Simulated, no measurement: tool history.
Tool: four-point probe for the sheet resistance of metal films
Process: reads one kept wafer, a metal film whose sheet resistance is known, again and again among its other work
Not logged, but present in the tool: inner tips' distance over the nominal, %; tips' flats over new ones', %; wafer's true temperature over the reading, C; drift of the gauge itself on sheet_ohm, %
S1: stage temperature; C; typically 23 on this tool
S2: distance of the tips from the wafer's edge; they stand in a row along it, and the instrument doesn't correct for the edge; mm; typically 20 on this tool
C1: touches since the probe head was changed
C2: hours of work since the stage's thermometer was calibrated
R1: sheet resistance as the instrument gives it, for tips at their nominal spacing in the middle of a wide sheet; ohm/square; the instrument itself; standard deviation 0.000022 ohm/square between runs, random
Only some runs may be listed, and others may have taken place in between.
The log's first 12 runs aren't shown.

run 13 hour=145.8 | S1=23 S2=20 | C1=40742 C2=979 | R1=0.11116
-- hour=147.6 stage's thermometer calibrated
run 14 hour=159.2 | S1=23 S2=23 | C1=41429 C2=8 | R1=0.111201
run 15 hour=178.4 | S1=23 S2=23 | C1=42460 C2=21 | R1=0.111166
run 16 hour=189.6 | S1=23 S2=5 | C1=43057 C2=29 | R1=0.114754
run 17 hour=206.8 | S1=23 S2=7 | C1=43980 C2=40 | R1=0.112971
run 18 hour=214.9 | S1=23 S2=7 | C1=44414 C2=46 | R1=0.112923
run 19 hour=222.7 | S1=19 S2=62 | C1=44833 C2=51 | R1=0.110978
-- hour=240.9 stage's thermometer calibrated, once more
run 20 hour=241.3 | S1=21 S2=7 | C1=45803 C2=0 | R1=0.112709
run 21 hour=251.5 | S1=34 S2=12 | C1=46348 C2=7 | R1=0.111763
run 22 hour=267.5 | S1=19 S2=15 | C1=47208 C2=18 | R1=0.111192
run 23 hour=284.5 | S1=19 S2=15 | C1=48119 C2=30 | R1=0.111234
run 24 hour=303.6 | S1=23 S2=55 | C1=49143 C2=43 | R1=0.110939
run 25 hour=318.9 | S1=26 S2=73 | C1=49962 C2=53 | R1=0.111001
run 26 hour=337.2 | S1=26 S2=73 | C1=50943 C2=65 | R1=0.11098
run 27 hour=349 | S1=26 S2=73 | C1=51573 C2=73 | R1=0.110986
run 28 hour=358.1 | S1=26 S2=73 | C1=52059 C2=80 | R1=0.111
run 29 hour=373.9 | S1=26 S2=73 | C1=52909 C2=90 | R1=0.111
run 30 hour=389 | S1=22 S2=8 | C1=53713 C2=101 | R1=0.112397
run 31 hour=404.5 | S1=21 S2=48 | C1=54546 C2=111 | R1=0.110893
run 32 hour=420 | S1=25 S2=22 | C1=55377 C2=122 | R1=0.111189
run 33 hour=428.4 | S1=25 S2=22 | C1=55829 C2=127 | R1=0.111236
run 34 hour=439.9 | S1=22 S2=31 | C1=56441 C2=135 | R1=0.111019
run 35 hour=448.5 | S1=25 S2=36 | C1=56902 C2=141 | R1=0.111121
run 36 hour=466.3 | S1=20 S2=26 | C1=57856 C2=153 | R1=0.110999

Forecast each of these 5 alternatives for the next run:
run A hour=477.9 | S1=22 S2=41 | C1=58480 C2=161 | R1=?
run B hour=477.9 | S1=23 S2=71 | C1=58480 C2=161 | R1=?
run C hour=477.9 | S1=23 S2=60 | C1=58480 C2=161 | R1=?
run D hour=477.9 | S1=23 S2=23 | C1=58480 C2=161 | R1=?
run E hour=477.9 | S1=29 S2=31 | C1=58480 C2=161 | R1=?

run=A R1=0.110997
run=B R1=0.110963
run=C R1=0.111015
run=D R1=0.111198
run=E R1=0.111217
With the hidden condition removed and each run's random variation left untouched, the same runs would have given:
run=A R1=0.110835
run=B R1=0.110801
run=C R1=0.110853
run=D R1=0.111036
run=E R1=0.111055

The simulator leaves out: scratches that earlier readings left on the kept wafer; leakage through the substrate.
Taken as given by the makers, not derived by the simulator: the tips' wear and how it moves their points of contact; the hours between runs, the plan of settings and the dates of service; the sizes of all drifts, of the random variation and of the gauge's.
